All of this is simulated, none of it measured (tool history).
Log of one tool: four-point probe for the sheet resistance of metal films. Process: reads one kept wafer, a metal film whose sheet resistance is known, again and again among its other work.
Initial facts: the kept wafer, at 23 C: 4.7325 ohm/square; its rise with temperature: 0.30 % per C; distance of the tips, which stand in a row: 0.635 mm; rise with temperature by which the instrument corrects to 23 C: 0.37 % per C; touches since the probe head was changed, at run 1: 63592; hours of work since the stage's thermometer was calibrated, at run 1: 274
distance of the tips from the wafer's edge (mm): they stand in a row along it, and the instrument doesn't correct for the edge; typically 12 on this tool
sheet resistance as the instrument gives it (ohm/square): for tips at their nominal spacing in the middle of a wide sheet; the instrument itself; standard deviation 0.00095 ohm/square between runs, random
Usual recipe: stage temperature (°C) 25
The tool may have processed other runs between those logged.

run	day	stage temperature (°C)	distance of the tips from the wafer's edge (mm)	touches since the probe head was changed	hours of work since the stage's thermometer was calibrated	sheet resistance as the instrument gives it (ohm/square)
1	0	25	12	63592	274	4.734518
2	1.142	19	12	64708	287	4.752161
3	3.004	19	9	66528	308	4.758221
4	4.462	25	12	67954	325	4.730813
5	5.479	25	12	68947	336	4.733204
6	6.921	25	12	70356	353	4.732925
7	7.775	25	12	71190	362	4.733045
8	9.554	27	12	72927	382	4.726198
9	10.467	23	12	73821	393	4.739428
10	11.779	23	12	75102	408	4.740818
11	13.55	23	12	76832	428	4.739856
12	14.546	23	12	77805	439	4.738565
13	15.675	22	5	78909	452	4.775993
14	17.667	25	5	80855	474	4.765205
15	19.238	24	20	82392	492	4.729905
16	20.55	24	20	83674	507	4.730325
17	21.475	20	20	84576	517	4.745335
18	22.396	20	8	85478	528	4.757693
19	24.171	25	5	87212	548	4.766448
20	25.371	19	18	88384	562	4.749994
21	26.583	31	5	89570	575	4.749233
22	27.854	31	5	90811	590	4.745979
23	29.35	31	5	92274	607	4.747654
24	31.404	30	5	94280	630	4.750418

Here are 5 independent what-if runs from the current tool condition. What would each one return?
A	33.367	25	9	96201	652	?
B	33.367	28	52	96201	652	?
C	33.367	22	4	96201	652	?
D	33.367	18	57	96201	652	?
E	33.367	34	18	96201	652	?

run	sheet resistance as the instrument gives it (ohm/square)
A	4.738027
B	4.718735
C	4.798939
D	4.747681
E	4.702
Without the tool's unlogged condition, the same runs would have read:
run	sheet resistance as the instrument gives it (ohm/square)
A	4.738616
B	4.719322
C	4.799536
D	4.748272
E	4.702584
